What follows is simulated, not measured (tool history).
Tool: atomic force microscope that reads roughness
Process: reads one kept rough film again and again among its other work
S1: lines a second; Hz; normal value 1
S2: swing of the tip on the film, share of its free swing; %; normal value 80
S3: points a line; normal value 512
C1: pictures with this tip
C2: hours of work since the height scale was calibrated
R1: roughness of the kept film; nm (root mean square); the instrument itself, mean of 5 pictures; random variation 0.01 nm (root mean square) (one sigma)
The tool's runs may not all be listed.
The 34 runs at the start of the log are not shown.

Run 35, hour 343.3: usual settings but S1 2 Hz; C1 143; C2 36. Result: R1 2.147 nm (root mean square).
At hour 351: height scale calibrated on a step standard, once more.
Run 36, hour 354.3: usual settings but S2 74 %, S3 928; C1 159; C2 2. Result: R1 2.325 nm (root mean square).
Run 37, hour 367.7: usual settings but S1 2.05 Hz, S2 74 %, S3 928; C1 180; C2 10. Result: R1 2.163 nm (root mean square).
At hour 379.7: new tip fitted.
Run 38, hour 379.7: usual settings but S1 2.05 Hz, S2 74 %, S3 928; C1 0; C2 17. Result: R1 2.272 nm (root mean square).
Run 39, hour 390.8: usual settings but S1 2.05 Hz, S2 74 %, S3 928; C1 17; C2 23. Result: R1 2.286 nm (root mean square).
Run 40, hour 398.6: usual settings but S1 2.05 Hz, S2 74 %, S3 928; C1 30; C2 28. Result: R1 2.27 nm (root mean square).
Run 41, hour 408.6: usual settings but S1 2.05 Hz, S2 74 %, S3 928; C1 45; C2 34. Result: R1 2.262 nm (root mean square).
Run 42, hour 417.9: usual settings but S1 0.96 Hz, S2 56 %, S3 583; C1 60; C2 39. Result: R1 2.503 nm (root mean square).
Run 43, hour 431.3: usual settings but S1 0.76 Hz, S2 55 %, S3 553; C1 81; C2 47. Result: R1 2.505 nm (root mean square).
Run 44, hour 443.8: usual settings but S1 1.2 Hz, S2 60 %, S3 256; C1 101; C2 55. Result: R1 2.434 nm (root mean square).
Run 45, hour 456: usual settings but S1 1.2 Hz, S2 60 %, S3 256; C1 121; C2 62. Result: R1 2.421 nm (root mean square).
Run 46, hour 469.1: usual settings but S1 1.2 Hz, S2 79 %, S3 256; C1 141; C2 70. Result: R1 2.246 nm (root mean square).
Run 47, hour 478.7: usual settings but S1 1.87 Hz, S2 81 %; C1 156; C2 75. Result: R1 2.118 nm (root mean square).

Alternative continuations, all from the tool just after run 47; predict every row:
Run A, hour 486.5: usual settings but S2 58 %; C1 169; C2 80. Result: R1 ?.
Run B, hour 486.5: usual settings but S1 2.22 Hz, S2 81 %; C1 169; C2 80. Result: R1 ?.
Run C, hour 486.5: usual settings but S1 0.96 Hz, S3 397; C1 169; C2 80. Result: R1 ?.
Run D, hour 486.5: usual settings but S1 1.87 Hz, S2 56 %, S3 344; C1 169; C2 80. Result: R1 ?.
Run E, hour 486.5: usual settings but S1 0.51 Hz, S3 722; C1 169; C2 80. Result: R1 ?.

run     R1
  A   2.43
  B  2.049
  C  2.294
  D  2.358
  E  2.373
What these runs would have given with no unlogged condition in the tool:
run     R1
  A  2.546
  B  2.146
  C  2.404
  D   2.47
  E  2.486

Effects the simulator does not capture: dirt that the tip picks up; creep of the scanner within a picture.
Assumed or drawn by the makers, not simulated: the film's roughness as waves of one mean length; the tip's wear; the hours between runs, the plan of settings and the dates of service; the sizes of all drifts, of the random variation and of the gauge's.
